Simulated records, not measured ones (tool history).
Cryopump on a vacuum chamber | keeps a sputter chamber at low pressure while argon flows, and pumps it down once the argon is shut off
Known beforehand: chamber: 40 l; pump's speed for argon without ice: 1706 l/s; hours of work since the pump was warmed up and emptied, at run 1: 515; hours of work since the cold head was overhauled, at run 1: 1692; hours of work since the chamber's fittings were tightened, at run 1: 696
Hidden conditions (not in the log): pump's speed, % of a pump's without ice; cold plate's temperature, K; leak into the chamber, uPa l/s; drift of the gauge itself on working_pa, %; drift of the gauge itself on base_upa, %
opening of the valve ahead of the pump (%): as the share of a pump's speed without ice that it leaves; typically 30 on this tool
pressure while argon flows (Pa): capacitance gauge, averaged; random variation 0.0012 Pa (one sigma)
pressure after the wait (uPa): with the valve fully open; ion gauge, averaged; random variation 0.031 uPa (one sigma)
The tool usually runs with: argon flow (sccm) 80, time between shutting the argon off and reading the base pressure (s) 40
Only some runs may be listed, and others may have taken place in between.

run,hour,argon flow (sccm),time between shutting the argon off and reading the base pressure (s),opening of the valve ahead of the pump (%),hours of work since the pump was warmed up and emptied,hours of work since the cold head was overhauled,hours of work since the chamber's fittings were tightened,pressure while argon flows (Pa),pressure after the wait (uPa)
1,0,80,40,30,515,1692,696,0.2783,1.75
2,66.7,80,40,30,561,1738,742,0.2777,1.82
3,108.3,80,40,53,590,1767,771,0.165,1.84
4,185.7,80,40,30,643,1820,824,0.2812,1.81
5,243.7,32,40,30,683,1860,864,0.1135,1.86
6,318.7,32,40,30,735,1911,915,0.114,1.88
7,354.1,55,40,30,759,1936,940,0.196,1.85
8,407.8,55,137,26,796,1973,977,0.2231,0.92
9,482.5,87,248,25,847,2024,1028,0.3676,0.76
10,530.6,87,248,25,880,2057,1061,0.3668,0.82

Predict each of these 4 candidate next runs independently; none follows another, all start after run 10:
A,587.7,52,40,33,920,2096,1100,?,?
B,587.7,96,34,31,920,2096,1100,?,?
C,587.7,87,68,19,920,2096,1100,?,?
D,587.7,37,170,21,920,2096,1100,?,?

run,pressure while argon flows (Pa),pressure after the wait (uPa)
A,0.1734,1.99
B,0.3343,2.25
C,0.4834,1.4
D,0.1854,0.94
With the hidden condition removed and each run's random variation left untouched, the same runs would have given:
run,pressure while argon flows (Pa),pressure after the wait (uPa)
A,0.157,1.57
B,0.3044,1.82
C,0.456,0.97
D,0.1739,0.51

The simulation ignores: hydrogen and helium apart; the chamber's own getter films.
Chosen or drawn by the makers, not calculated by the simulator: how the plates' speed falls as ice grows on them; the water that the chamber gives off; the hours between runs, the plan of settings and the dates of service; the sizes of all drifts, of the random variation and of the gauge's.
